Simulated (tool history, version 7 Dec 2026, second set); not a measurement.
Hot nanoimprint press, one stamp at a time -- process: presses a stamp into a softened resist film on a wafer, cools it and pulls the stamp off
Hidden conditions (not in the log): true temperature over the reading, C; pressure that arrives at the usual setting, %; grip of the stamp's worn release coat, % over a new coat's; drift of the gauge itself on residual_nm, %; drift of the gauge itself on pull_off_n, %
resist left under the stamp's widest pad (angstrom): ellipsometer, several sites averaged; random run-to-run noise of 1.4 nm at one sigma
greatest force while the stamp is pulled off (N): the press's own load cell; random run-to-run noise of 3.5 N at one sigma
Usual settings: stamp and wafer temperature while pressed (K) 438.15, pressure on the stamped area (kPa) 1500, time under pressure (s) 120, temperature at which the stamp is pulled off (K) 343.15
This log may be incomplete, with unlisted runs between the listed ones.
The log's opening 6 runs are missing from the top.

| run | hour | stamp and wafer temperature while pressed (K) | pressure on the stamped area (kPa) | time under pressure (s) | temperature at which the stamp is pulled off (K) | hours of work since the thermocouple was calibrated | imprints on the stamp's release coat | hours of work since the press's seals were changed | resist left under the stamp's widest pad (angstrom) | greatest force while the stamp is pulled off (N) |
|---|---|---|---|---|---|---|---|---|---|---|
| 7 | 108.6 | 438.15 | 1500 | 120 | 343.15 | 282 | 1704 | 62 | 2091 | 213 |
| 8 | 128.8 | 438.15 | 1500 | 120 | 343.15 | 298 | 1781 | 78 | 2091 | 211 |
| 9 | 141.6 | 438.15 | 1500 | 120 | 343.15 | 308 | 1830 | 88 | 2087 | 214 |
| 10 | 152.9 | 438.15 | 1500 | 120 | 343.15 | 317 | 1874 | 98 | 2084 | 214 |
|  | 156.9 | plate thermocouple calibrated |
| 11 | 173.8 | 438.15 | 1500 | 120 | 343.15 | 13 | 1943 | 112 | 2069 | 230 |
| 12 | 190.6 | 438.15 | 1500 | 120 | 343.15 | 27 | 2008 | 125 | 2030 | 224 |
|  | 203.4 | stamp cleaned and given a new release coat |
| 13 | 214.1 | 438.15 | 1500 | 120 | 343.15 | 41 | 41 | 139 | 2077 | 171 |
| 14 | 223.7 | 438.15 | 1940 | 120 | 343.15 | 49 | 78 | 147 | 1823 | 169 |
| 15 | 232.9 | 438.15 | 1500 | 120 | 343.15 | 56 | 114 | 154 | 2032 | 173 |
|  | 238 | plate thermocouple calibrated, once more |
| 16 | 256.5 | 441.15 | 1500 | 120 | 337.15 | 15 | 193 | 171 | 1943 | 190 |
| 17 | 277.3 | 441.15 | 1500 | 120 | 337.15 | 31 | 273 | 187 | 1968 | 187 |
| 18 | 291.8 | 441.15 | 1500 | 120 | 337.15 | 43 | 329 | 199 | 1944 | 198 |
| 19 | 314.2 | 441.15 | 1040 | 120 | 339.15 | 61 | 415 | 217 | 2279 | 191 |
| 20 | 324.7 | 438.15 | 1240 | 120 | 343.15 | 69 | 456 | 225 | 2372 | 182 |
| 21 | 338.5 | 446.15 | 2380 | 103 | 346.15 | 80 | 509 | 236 | 1341 | 176 |
| 22 | 353.2 | 446.15 | 2380 | 103 | 346.15 | 92 | 565 | 248 | 1361 | 178 |
| 23 | 369.2 | 449.15 | 2230 | 94 | 344.15 | 105 | 627 | 261 | 1283 | 188 |
| 24 | 387.7 | 449.15 | 2230 | 94 | 344.15 | 120 | 698 | 276 | 1281 | 186 |
| 25 | 406.8 | 449.15 | 2230 | 94 | 344.15 | 135 | 772 | 291 | 1285 | 186 |
| 26 | 416.9 | 442.15 | 1520 | 71 | 333.15 | 143 | 811 | 299 | 2261 | 224 |
| 27 | 433.3 | 432.15 | 1820 | 120 | 343.15 | 156 | 874 | 312 | 2567 | 200 |
| 28 | 449.5 | 432.15 | 1820 | 120 | 343.15 | 169 | 936 | 325 | 2538 | 199 |
| 29 | 463.5 | 441.15 | 1070 | 120 | 332.15 | 180 | 990 | 336 | 2220 | 226 |
| 30 | 485.9 | 448.15 | 1540 | 106 | 348.15 | 198 | 1076 | 354 | 1487 | 189 |

Branching from run 30: 3 alternative next runs. What would each branch give?
| A | 499.9 | 448.15 | 1230 | 228 | 348.15 | 209 | 1130 | 365 | ? | ? |
| B | 499.9 | 448.15 | 1150 | 106 | 348.15 | 209 | 1130 | 365 | ? | ? |
| C | 499.9 | 437.15 | 1500 | 154 | 343.15 | 209 | 1130 | 365 | ? | ? |

| run | resist left under the stamp's widest pad (angstrom) | greatest force while the stamp is pulled off (N) |
|---|---|---|
| A | 1176 | 188 |
| B | 1724 | 186 |
| C | 2037 | 201 |
Without the tool's hidden state the same runs would have given:
| run | resist left under the stamp's widest pad (angstrom) | greatest force while the stamp is pulled off (N) |
|---|---|---|
| A | 1205 | 161 |
| B | 1765 | 159 |
| C | 2091 | 172 |
